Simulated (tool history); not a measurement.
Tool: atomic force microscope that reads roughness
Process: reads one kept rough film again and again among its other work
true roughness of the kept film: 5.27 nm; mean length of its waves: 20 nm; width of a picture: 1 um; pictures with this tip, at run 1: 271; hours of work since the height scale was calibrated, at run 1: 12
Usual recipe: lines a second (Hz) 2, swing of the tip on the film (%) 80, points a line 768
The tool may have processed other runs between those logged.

| run | day | lines a second (Hz) | swing of the tip on the film (%) | points a line | pictures with this tip | hours of work since the height scale was calibrated | roughness of the kept film (nm (root mean square)) |
|---|---|---|---|---|---|---|---|
| 1 | 0 | 2 | 80 | 768 | 271 | 12 | 1.434 |
| 2 | 0.975 | 2 | 80 | 768 | 295 | 22 | 1.383 |
| 3 | 2.075 | 2 | 80 | 768 | 323 | 32 | 1.313 |
|  | 2.612 | new tip fitted |
| 4 | 3.517 | 2 | 80 | 768 | 23 | 46 | 2.632 |
| 5 | 4.525 | 2 | 85 | 768 | 48 | 56 | 2.283 |
| 6 | 5.25 | 2 | 85 | 768 | 66 | 63 | 2.178 |
| 7 | 6.858 | 2 | 85 | 768 | 105 | 78 | 1.918 |
| 8 | 8 | 0.7 | 80 | 768 | 134 | 89 | 2.099 |
| 9 | 9.521 | 0.7 | 80 | 768 | 171 | 104 | 1.931 |
| 10 | 10.567 | 2 | 80 | 768 | 197 | 114 | 1.62 |
| 11 | 11.988 | 2 | 80 | 768 | 232 | 128 | 1.477 |
| 12 | 13.246 | 2 | 80 | 768 | 264 | 140 | 1.402 |
| 13 | 14.488 | 2 | 80 | 768 | 294 | 152 | 1.307 |
| 14 | 15.788 | 2 | 80 | 768 | 327 | 164 | 1.248 |
|  | 16.183 | new tip fitted |
| 15 | 17.442 | 2 | 80 | 768 | 31 | 180 | 2.562 |
| 16 | 18.404 | 2 | 80 | 768 | 55 | 189 | 2.359 |
| 17 | 19.621 | 2 | 80 | 768 | 85 | 201 | 2.167 |
| 18 | 20.625 | 0.63 | 80 | 768 | 110 | 211 | 2.281 |
| 19 | 21.738 | 2 | 80 | 507 | 137 | 221 | 1.868 |
| 20 | 22.971 | 0.58 | 80 | 768 | 168 | 233 | 1.987 |
| 21 | 24.304 | 0.58 | 80 | 768 | 201 | 246 | 1.836 |
| 22 | 25.817 | 2 | 80 | 275 | 238 | 261 | 1.471 |
| 23 | 26.929 | 2 | 84 | 636 | 266 | 271 | 1.373 |
| 24 | 28.492 | 3.38 | 88 | 408 | 305 | 286 | 1.053 |
| 25 | 29.554 | 0.53 | 65 | 408 | 331 | 297 | 1.471 |
|  | 29.708 | new tip fitted |
| 26 | 31.288 | 0.53 | 65 | 408 | 39 | 313 | 2.863 |
| 27 | 32.2 | 3.24 | 80 | 364 | 62 | 322 | 2.042 |
| 28 | 33.467 | 2 | 69 | 372 | 93 | 334 | 2.255 |
| 29 | 34.879 | 2.92 | 57 | 330 | 128 | 348 | 2.101 |
| 30 | 35.871 | 2.92 | 57 | 330 | 153 | 357 | 1.978 |
| 31 | 36.662 | 2.92 | 57 | 330 | 172 | 365 | 1.896 |
| 32 | 37.821 | 2.27 | 60 | 607 | 201 | 376 | 1.817 |
| 33 | 38.958 | 3.9 | 78 | 966 | 229 | 387 | 1.341 |
| 34 | 40.392 | 2.38 | 70 | 966 | 265 | 401 | 1.501 |
| 35 | 41.254 | 2 | 80 | 374 | 286 | 409 | 1.353 |
| 36 | 42.612 | 2 | 80 | 374 | 320 | 422 | 1.265 |
|  | 43.25 | new tip fitted |
| 37 | 43.592 | 2 | 80 | 374 | 9 | 431 | 2.74 |
| 38 | 45.233 | 3.1 | 80 | 322 | 49 | 447 | 2.154 |
| 39 | 46.458 | 3.1 | 80 | 322 | 80 | 459 | 1.97 |
| 40 | 47.7 | 2 | 81 | 377 | 110 | 471 | 1.981 |
| 41 | 48.471 | 2 | 81 | 793 | 129 | 478 | 1.912 |

Difference, measured minus no-hidden-state, one row per run. Run-to-run variation is common to both terms; the gauge's own scatter need not be:
What the log doesn't record here: radius of the tip, nm; height scale over the true one, %; drift of the gauge itself on roughness_nm, %.
| run | roughness of the kept film (nm (root mean square)) |
|---|---|
| 1 | -1.421 |
| 2 | -1.495 |
| 3 | -1.554 |
| 4 | -0.249 |
| 5 | -0.446 |
| 6 | -0.567 |
| 7 | -0.798 |
| 8 | -1.11 |
| 9 | -1.297 |
| 10 | -1.251 |
| 11 | -1.369 |
| 12 | -1.466 |
| 13 | -1.541 |
| 14 | -1.61 |
| 15 | -0.334 |
| 16 | -0.505 |
| 17 | -0.7 |
| 18 | -0.955 |
| 19 | -0.98 |
| 20 | -1.269 |
| 21 | -1.413 |
| 22 | -1.332 |
| 23 | -1.39 |
| 24 | -1.221 |
| 25 | -1.848 |
| 26 | -0.457 |
| 27 | -0.491 |
| 28 | -0.796 |
| 29 | -1.051 |
| 30 | -1.17 |
| 31 | -1.258 |
| 32 | -1.389 |
| 33 | -1.186 |
| 34 | -1.524 |
| 35 | -1.479 |
| 36 | -1.558 |
| 37 | -0.089 |
| 38 | -0.41 |
| 39 | -0.603 |
| 40 | -0.819 |
| 41 | -0.921 |

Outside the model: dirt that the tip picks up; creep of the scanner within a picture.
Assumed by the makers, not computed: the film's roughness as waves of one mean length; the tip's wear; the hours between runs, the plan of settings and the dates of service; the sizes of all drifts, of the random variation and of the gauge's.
